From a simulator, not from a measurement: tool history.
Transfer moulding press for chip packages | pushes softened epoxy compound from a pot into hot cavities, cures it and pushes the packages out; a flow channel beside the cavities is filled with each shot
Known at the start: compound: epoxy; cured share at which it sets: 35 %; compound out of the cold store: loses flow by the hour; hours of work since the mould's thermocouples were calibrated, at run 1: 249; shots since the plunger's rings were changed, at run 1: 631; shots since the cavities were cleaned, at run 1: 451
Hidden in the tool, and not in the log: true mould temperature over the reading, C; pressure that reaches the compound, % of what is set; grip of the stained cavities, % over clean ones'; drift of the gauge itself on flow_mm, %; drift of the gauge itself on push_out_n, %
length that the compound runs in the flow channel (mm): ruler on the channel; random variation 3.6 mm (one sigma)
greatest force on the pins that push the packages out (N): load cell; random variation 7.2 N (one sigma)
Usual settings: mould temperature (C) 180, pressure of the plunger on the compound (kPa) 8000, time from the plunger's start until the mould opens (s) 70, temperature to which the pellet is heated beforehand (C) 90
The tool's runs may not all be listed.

run   hour  mould temperature (C)  pressure of the plunger on the compound (kPa)  time from the plunger's start until the mould opens (s)  temperature to which the pellet is heated beforehand (C)  hours of work since the mould's thermocouples were calibrated  shots since the plunger's rings were changed  shots since the cavities were cleaned  incoming compound's hours out of the cold store  length that the compound runs in the flow channel (mm)  greatest force on the pins that push the packages out (N)
  1    0.0                    180                                           8000                                                       70                                                        90                                                            249                                           631                                    451                                             21.3                                                    1005                                                        514
  2   16.2                    180                                           8000                                                       70                                                        90                                                            261                                           889                                    709                                             42.1                                                     920                                                        533
      19.7  -- cavities cleaned with cleaning compound and waxed
  3   34.7                    180                                           8000                                                       70                                                        90                                                            274                                          1160                                    239                                             35.1                                                     939                                                        423
  4   51.9                    180                                           8000                                                       70                                                        90                                                            286                                          1433                                    512                                             25.5                                                     978                                                        511
  5   60.6                    180                                           8000                                                       70                                                        90                                                            293                                          1571                                    650                                             38.4                                                     928                                                        517
      67.6  -- cavities cleaned with cleaning compound and waxed
  6   79.1                    180                                           8000                                                       70                                                        90                                                            306                                          1842                                    183                                             15.4                                                    1011                                                        423
  7   94.2                    180                                           8000                                                       70                                                        90                                                            317                                          2083                                    424                                             38.0                                                     913                                                        465
  8  107.3                    180                                           8000                                                       70                                                        93                                                            327                                          2292                                    633                                             37.6                                                     923                                                        483
     110.1  -- mould's thermocouples calibrated
     116.3  -- cavities cleaned with cleaning compound and waxed
     127.8  -- plunger's sealing rings changed
  9  127.8                    180                                           8000                                                       70                                                        93                                                             10                                             0                                    143                                             24.4                                                     997                                                        385
 10  135.8                    180                                           8000                                                       70                                                        93                                                             16                                           128                                    271                                             23.9                                                     998                                                        437
 11  152.3                    180                                           8000                                                       70                                                        90                                                             29                                           391                                    534                                             18.0                                                    1012                                                        545
 12  162.6                    180                                           8000                                                       70                                                        90                                                             36                                           555                                    698                                             35.1                                                     951                                                        540
     166.3  -- cavities cleaned with cleaning compound and waxed
     178.5  -- mould's thermocouples calibrated, once more
 13  178.6                    180                                           8000                                                       70                                                        90                                                              0                                           753                                    164                                             25.8                                                     985                                                        374
 14  185.9                    180                                           8000                                                       70                                                        90                                                              5                                           870                                    281                                             10.6                                                    1034                                                        428
 15  196.7                    178                                           9270                                                       54                                                        99                                                             14                                          1042                                    453                                             30.3                                                    1036                                                        934
     215.2  -- cavities cleaned with cleaning compound and waxed
 16  215.2                    180                                           7970                                                       70                                                        88                                                             26                                          1313                                      0                                             15.1                                                    1013                                                        331
 17  224.5                    176                                           6040                                                       70                                                        81                                                             33                                          1462                                    149                                             19.2                                                     874                                                        528
 18  241.5                    180                                           8000                                                       62                                                        81                                                             46                                          1731                                    418                                             27.1                                                     957                                                        681
 19  252.6                    180                                           6090                                                       70                                                        90                                                             54                                          1908                                    595                                              9.6                                                     893                                                        534
     262.9  -- cavities cleaned with cleaning compound and waxed
 20  263.7                    180                                           6090                                                       70                                                        90                                                             61                                          2061                                     13                                             32.3                                                     820                                                        321
 21  274.9                    180                                           6090                                                       70                                                        90                                                             70                                          2240                                    192                                             42.3                                                     785                                                        371
 22  286.5                    180                                           9170                                                       70                                                        92                                                             78                                          2425                                    377                                             14.6                                                    1066                                                        453
     294.6  -- plunger's sealing rings changed
 23  302.4                    187                                           8100                                                      102                                                        99                                                             88                                           124                                    590                                             43.0                                                     918                                                        255
     313.0  -- cavities cleaned with cleaning compound and waxed
 24  318.6                    185                                           6620                                                       54                                                        90                                                             99                                           359                                     90                                             48.0                                                     819                                                        496
 25  326.8                    187                                           6070                                                       70                                                        89                                                            105                                           489                                    220                                             35.1                                                     809                                                        265
 26  336.9                    180                                           6020                                                      108                                                        90                                                            113                                           650                                    381                                             29.8                                                     837                                                        236
 27  349.0                    180                                           6020                                                      108                                                        90                                                            122                                           843                                    574                                             46.7                                                     782                                                        251

Hidden state at the last listed run before each entry between runs and at the first one after, where it differs:
Between runs 2 and 3: cavities cleaned with cleaning compound and waxed (hour 19.7)
  true mould temperature over the reading, C: -0.45 -> -0.47; pressure that reaches the compound, % of what is set: 97.6 -> 96.87; grip of the stained cavities, % over clean ones': 67.8 -> 29.6
  measured less the result without the state, length that the compound runs in the flow channel (mm): -11 -> -14; greatest force on the pins that push the packages out (N): +224 -> +106
Between runs 5 and 6: cavities cleaned with cleaning compound and waxed (hour 67.6)
  true mould temperature over the reading, C: -0.51 -> -0.53; pressure that reaches the compound, % of what is set: 95.78 -> 95.05; grip of the stained cavities, % over clean ones': 60.7 -> 24.7
  measured less the result without the state, length that the compound runs in the flow channel (mm): -19 -> -24; greatest force on the pins that push the packages out (N): +206 -> +96
Between runs 8 and 9: mould's thermocouples calibrated (hour 110.1); cavities cleaned with cleaning compound and waxed (hour 116.3); plunger's sealing rings changed (hour 127.8)
  true mould temperature over the reading, C: -0.57 -> -0.72; pressure that reaches the compound, % of what is set: 93.88 -> 99.62; grip of the stained cavities, % over clean ones': 60.4 -> 19.2
  measured less the result without the state, length that the compound runs in the flow channel (mm): -28 -> -1; greatest force on the pins that push the packages out (N): +193 -> +79
Between runs 12 and 13: cavities cleaned with cleaning compound and waxed (hour 166.3); mould's thermocouples calibrated, once more (hour 178.5)
  true mould temperature over the reading, C: -0.76 -> 0.27; pressure that reaches the compound, % of what is set: 98.13 -> 97.63; grip of the stained cavities, % over clean ones': 63.9 -> 21.9
  measured less the result without the state, length that the compound runs in the flow channel (mm): -7 -> -12; greatest force on the pins that push the packages out (N): +228 -> +60
Between runs 15 and 16: cavities cleaned with cleaning compound and waxed (hour 215.2)
  true mould temperature over the reading, C: 0.25 -> 0.22; pressure that reaches the compound, % of what is set: 96.88 -> 96.15; grip of the stained cavities, % over clean ones': 48.3 -> 0.1
  measured less the result without the state, length that the compound runs in the flow channel (mm): -17 -> -21; greatest force on the pins that push the packages out (N): +298 -> -5
Between runs 19 and 20: cavities cleaned with cleaning compound and waxed (hour 262.9)
  true mould temperature over the reading, C: 0.18 -> 0.16; pressure that reaches the compound, % of what is set: 94.6 -> 94.2; grip of the stained cavities, % over clean ones': 56.7 -> 3
  measured less the result without the state, length that the compound runs in the flow channel (mm): -26 -> -25; greatest force on the pins that push the packages out (N): +187 -> +5
Between runs 22 and 23: plunger's sealing rings changed (hour 294.6)
  true mould temperature over the reading, C: 0.13 -> 0.12; pressure that reaches the compound, % of what is set: 93.19 -> 99.09; grip of the stained cavities, % over clean ones': 42.2 -> 58.7
  measured less the result without the state, length that the compound runs in the flow channel (mm): -39 -> -4; greatest force on the pins that push the packages out (N): +134 -> +95
Between runs 23 and 24: cavities cleaned with cleaning compound and waxed (hour 313.0)
  true mould temperature over the reading, C: 0.12 -> 0.1; pressure that reaches the compound, % of what is set: 99.09 -> 98.54; grip of the stained cavities, % over clean ones': 58.7 -> 12.9
  measured less the result without the state, length that the compound runs in the flow channel (mm): -4 -> -6; greatest force on the pins that push the packages out (N): +95 -> +55

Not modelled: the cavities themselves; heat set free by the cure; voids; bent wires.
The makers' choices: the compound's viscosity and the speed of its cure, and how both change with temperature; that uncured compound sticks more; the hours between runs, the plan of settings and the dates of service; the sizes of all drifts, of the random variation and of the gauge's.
